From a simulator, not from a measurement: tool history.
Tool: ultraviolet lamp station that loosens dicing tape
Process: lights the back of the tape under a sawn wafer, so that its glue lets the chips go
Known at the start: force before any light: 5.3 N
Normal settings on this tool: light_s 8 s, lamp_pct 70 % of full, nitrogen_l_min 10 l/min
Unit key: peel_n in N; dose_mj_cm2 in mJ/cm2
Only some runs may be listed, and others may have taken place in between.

Run 1, hour 0.0: usual settings. Result: peel_n 0.570 N, dose_mj_cm2 214 mJ/cm2.
Run 2, hour 7.6: usual settings but nitrogen_l_min 16 l/min. Result: peel_n 0.422 N, dose_mj_cm2 209 mJ/cm2.
Run 3, hour 17.9: usual settings but nitrogen_l_min 16 l/min. Result: peel_n 0.395 N, dose_mj_cm2 210 mJ/cm2.
Run 4, hour 30.5: usual settings but nitrogen_l_min 16 l/min. Result: peel_n 0.422 N, dose_mj_cm2 206 mJ/cm2.
Run 5, hour 37.3: usual settings but nitrogen_l_min 16 l/min. Result: peel_n 0.409 N, dose_mj_cm2 207 mJ/cm2.
Run 6, hour 44.6: usual settings but nitrogen_l_min 11 l/min. Result: peel_n 0.559 N, dose_mj_cm2 209 mJ/cm2.
Run 7, hour 52.5: usual settings but nitrogen_l_min 11 l/min. Result: peel_n 0.546 N, dose_mj_cm2 205 mJ/cm2.
Run 8, hour 63.1: usual settings but nitrogen_l_min 11 l/min. Result: peel_n 0.553 N, dose_mj_cm2 207 mJ/cm2.
Run 9, hour 72.1: usual settings but light_s 6 s. Result: peel_n 1.027 N, dose_mj_cm2 157 mJ/cm2.
Run 10, hour 81.6: usual settings but light_s 6 s. Result: peel_n 1.001 N, dose_mj_cm2 151 mJ/cm2.
Run 11, hour 91.4: usual settings but light_s 6 s, lamp_pct 81 % of full. Result: peel_n 0.820 N, dose_mj_cm2 175 mJ/cm2.
Run 12, hour 102.9: usual settings but lamp_pct 63 % of full. Result: peel_n 0.764 N, dose_mj_cm2 179 mJ/cm2.
Run 13, hour 112.1: usual settings but lamp_pct 63 % of full, nitrogen_l_min 6 l/min. Result: peel_n 1.076 N, dose_mj_cm2 183 mJ/cm2.
Run 14, hour 123.1: usual settings but lamp_pct 63 % of full, nitrogen_l_min 6 l/min. Result: peel_n 1.069 N, dose_mj_cm2 180 mJ/cm2.
Run 15, hour 135.9: usual settings but light_s 9 s, lamp_pct 71 % of full, nitrogen_l_min 4 l/min. Result: peel_n 0.976 N, dose_mj_cm2 228 mJ/cm2.
Run 16, hour 147.0: usual settings but lamp_pct 63 % of full, nitrogen_l_min 5 l/min. Result: peel_n 1.219 N, dose_mj_cm2 180 mJ/cm2.
Run 17, hour 157.3: usual settings but light_s 14 s, lamp_pct 82 % of full, nitrogen_l_min 20 l/min. Result: peel_n 0.094 N, dose_mj_cm2 405 mJ/cm2.
Run 18, hour 166.9: usual settings but light_s 10 s, lamp_pct 96 % of full, nitrogen_l_min 20 l/min. Result: peel_n 0.110 N, dose_mj_cm2 340 mJ/cm2.
Run 19, hour 181.7: usual settings but light_s 6 s, nitrogen_l_min 4 l/min. Result: peel_n 1.768 N, dose_mj_cm2 147 mJ/cm2.
Run 20, hour 196.4: usual settings but light_s 13 s, lamp_pct 99 % of full, nitrogen_l_min 4 l/min. Result: peel_n 0.240 N, dose_mj_cm2 447 mJ/cm2.
Run 21, hour 208.6: usual settings but light_s 14 s, lamp_pct 83 % of full, nitrogen_l_min 11 l/min. Result: peel_n 0.127 N, dose_mj_cm2 402 mJ/cm2.

Each row is a separate what-if for the run after 21, all from the same tool condition, not one after another. Results?
Run A, hour 220.3: usual settings but light_s 6 s, lamp_pct 78 % of full, nitrogen_l_min 11 l/min. Result: peel_n ?, dose_mj_cm2 ?.
Run B, hour 220.3: usual settings but light_s 5 s, lamp_pct 91 % of full, nitrogen_l_min 4 l/min. Result: peel_n ?, dose_mj_cm2 ?.
Run C, hour 220.3: usual settings but light_s 5 s, lamp_pct 89 % of full, nitrogen_l_min 12 l/min. Result: peel_n ?, dose_mj_cm2 ?.
Run D, hour 220.3: usual settings but light_s 4 s, lamp_pct 93 % of full. Result: peel_n ?, dose_mj_cm2 ?.

run  peel_n  dose_mj_cm2
  A   0.883          158
  B   1.607          157
  C   0.943          155
  D   1.359          128
The same runs, with their run-to-run variation unchanged, on a tool lacking any hidden condition would have given:
run  peel_n  dose_mj_cm2
  A   0.582          198
  B   1.207          197
  C   0.624          194
  D   0.975          160
